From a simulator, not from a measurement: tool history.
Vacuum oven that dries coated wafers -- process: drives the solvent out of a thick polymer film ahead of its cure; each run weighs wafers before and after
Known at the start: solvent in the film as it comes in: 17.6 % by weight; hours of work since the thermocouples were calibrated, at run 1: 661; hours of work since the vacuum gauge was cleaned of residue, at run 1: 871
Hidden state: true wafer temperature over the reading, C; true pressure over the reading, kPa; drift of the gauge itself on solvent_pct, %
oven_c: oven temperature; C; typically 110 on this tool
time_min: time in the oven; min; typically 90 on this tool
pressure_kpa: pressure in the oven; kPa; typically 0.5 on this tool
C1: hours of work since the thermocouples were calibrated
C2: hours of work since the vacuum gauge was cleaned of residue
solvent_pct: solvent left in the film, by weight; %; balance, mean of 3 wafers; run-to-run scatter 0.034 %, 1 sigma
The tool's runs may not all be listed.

Run 1, day 0: usual settings; C1 661; C2 871. Result: solvent_pct 4.02 %.
Run 2, day 0.979: usual settings; C1 679; C2 890. Result: solvent_pct 4 %.
Run 3, day 1.733: usual settings; C1 694; C2 904. Result: solvent_pct 4.04 %.
Run 4, day 3.179: usual settings; C1 722; C2 932. Result: solvent_pct 4.03 %.
Run 5, day 3.812: usual settings; C1 734; C2 944. Result: solvent_pct 3.96 %.
Run 6, day 4.675: usual settings but oven_c 97 C; C1 750; C2 961. Result: solvent_pct 8.63 %.
Run 7, day 5.304: usual settings but oven_c 97 C; C1 762; C2 973. Result: solvent_pct 8.57 %.
Run 8, day 5.95: usual settings but oven_c 97 C; C1 775; C2 985. Result: solvent_pct 8.64 %.
Run 9, day 7.446: usual settings but oven_c 105 C, time_min 135 min; C1 803; C2 1014. Result: solvent_pct 3.73 %.
Run 10, day 8.429: usual settings but oven_c 103 C, time_min 62 min, pressure_kpa 0.913 kPa; C1 822; C2 1033. Result: solvent_pct 8.36 %.
Run 11, day 9.583: usual settings but oven_c 96 C, time_min 106 min, pressure_kpa 0.483 kPa; C1 844; C2 1055. Result: solvent_pct 8.21 %.
Run 12, day 10.538: usual settings but oven_c 96 C, time_min 106 min, pressure_kpa 0.483 kPa; C1 863; C2 1073. Result: solvent_pct 8.15 %.
Run 13, day 11.867: usual settings but oven_c 112 C, time_min 65 min, pressure_kpa 1.122 kPa; C1 888; C2 1099. Result: solvent_pct 5.08 %.
Run 14, day 13.104: usual settings but oven_c 118 C, time_min 155 min, pressure_kpa 1.122 kPa; C1 912; C2 1122. Result: solvent_pct 0.61 %.

Forecast each of these 4 alternatives for the next run:
Run A, day 14.438: usual settings but oven_c 102 C, time_min 120 min, pressure_kpa 0.34 kPa; C1 937; C2 1148. Result: solvent_pct ?.
Run B, day 14.438: usual settings but oven_c 102 C, time_min 46 min, pressure_kpa 1.122 kPa; C1 937; C2 1148. Result: solvent_pct ?.
Run C, day 14.438: usual settings but oven_c 124 C, time_min 57 min, pressure_kpa 0.543 kPa; C1 937; C2 1148. Result: solvent_pct ?.
Run D, day 14.438: usual settings but oven_c 107 C, time_min 155 min, pressure_kpa 0.284 kPa; C1 937; C2 1148. Result: solvent_pct ?.

run  solvent_pct
  A         5.44
  B        10.03
  C         1.92
  D         2.41
Stripped of hidden state, with their random variation kept, the same runs would have yielded:
run  solvent_pct
  A         5.42
  B        10.02
  C         1.91
  D          2.4

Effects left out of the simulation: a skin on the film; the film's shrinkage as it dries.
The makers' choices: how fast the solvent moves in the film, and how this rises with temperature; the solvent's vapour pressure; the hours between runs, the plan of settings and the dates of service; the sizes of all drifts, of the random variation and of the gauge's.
